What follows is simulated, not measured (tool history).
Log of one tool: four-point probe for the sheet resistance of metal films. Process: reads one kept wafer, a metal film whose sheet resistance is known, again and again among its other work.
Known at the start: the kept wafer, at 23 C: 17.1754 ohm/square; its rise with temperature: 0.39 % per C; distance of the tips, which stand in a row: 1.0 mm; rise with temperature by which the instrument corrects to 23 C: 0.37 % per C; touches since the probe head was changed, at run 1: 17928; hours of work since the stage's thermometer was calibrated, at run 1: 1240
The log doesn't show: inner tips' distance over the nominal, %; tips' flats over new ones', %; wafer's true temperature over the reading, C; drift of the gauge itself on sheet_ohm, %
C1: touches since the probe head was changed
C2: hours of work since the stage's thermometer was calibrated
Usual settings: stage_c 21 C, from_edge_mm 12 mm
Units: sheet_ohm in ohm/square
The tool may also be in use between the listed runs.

run 1 hour=0 | stage_c=21 from_edge_mm=12 | C1=17928 C2=1240 | sheet_ohm=17.282643
run 2 hour=34.7 | stage_c=21 from_edge_mm=12 | C1=18487 C2=1255 | sheet_ohm=17.283131
run 3 hour=60.6 | stage_c=21 from_edge_mm=12 | C1=18905 C2=1267 | sheet_ohm=17.2886
run 4 hour=97 | stage_c=21 from_edge_mm=12 | C1=19492 C2=1283 | sheet_ohm=17.285219
run 5 hour=130.1 | stage_c=21 from_edge_mm=12 | C1=20025 C2=1298 | sheet_ohm=17.28896
run 6 hour=173 | stage_c=21 from_edge_mm=12 | C1=20717 C2=1317 | sheet_ohm=17.288703
run 7 hour=198.8 | stage_c=21 from_edge_mm=4 | C1=21134 C2=1329 | sheet_ohm=17.77709
run 8 hour=236.6 | stage_c=21 from_edge_mm=4 | C1=21742 C2=1346 | sheet_ohm=17.791096
run 9 hour=272.9 | stage_c=21 from_edge_mm=4 | C1=22329 C2=1362 | sheet_ohm=17.786378
run 10 hour=299.7 | stage_c=21 from_edge_mm=4 | C1=22761 C2=1374 | sheet_ohm=17.786805
run 11 hour=319.5 | stage_c=19 from_edge_mm=39 | C1=23080 C2=1383 | sheet_ohm=17.226456
run 12 hour=356.4 | stage_c=33 from_edge_mm=25 | C1=23675 C2=1399 | sheet_ohm=17.273464
run 13 hour=392 | stage_c=23 from_edge_mm=4 | C1=24249 C2=1415 | sheet_ohm=17.794026
run 14 hour=422.6 | stage_c=23 from_edge_mm=4 | C1=24742 C2=1429 | sheet_ohm=17.797317
run 15 hour=461.3 | stage_c=21 from_edge_mm=3 | C1=25367 C2=1446 | sheet_ohm=18.200723

Forecast run 16:
run 16 hour=484.2 | stage_c=20 from_edge_mm=18 | C1=25736 C2=1456 | sheet_ohm=?

Run 16 gave sheet_ohm 17.257784 ohm/square.
Without the tool's hidden state the same run would have given sheet_ohm 17.197224 ohm/square.

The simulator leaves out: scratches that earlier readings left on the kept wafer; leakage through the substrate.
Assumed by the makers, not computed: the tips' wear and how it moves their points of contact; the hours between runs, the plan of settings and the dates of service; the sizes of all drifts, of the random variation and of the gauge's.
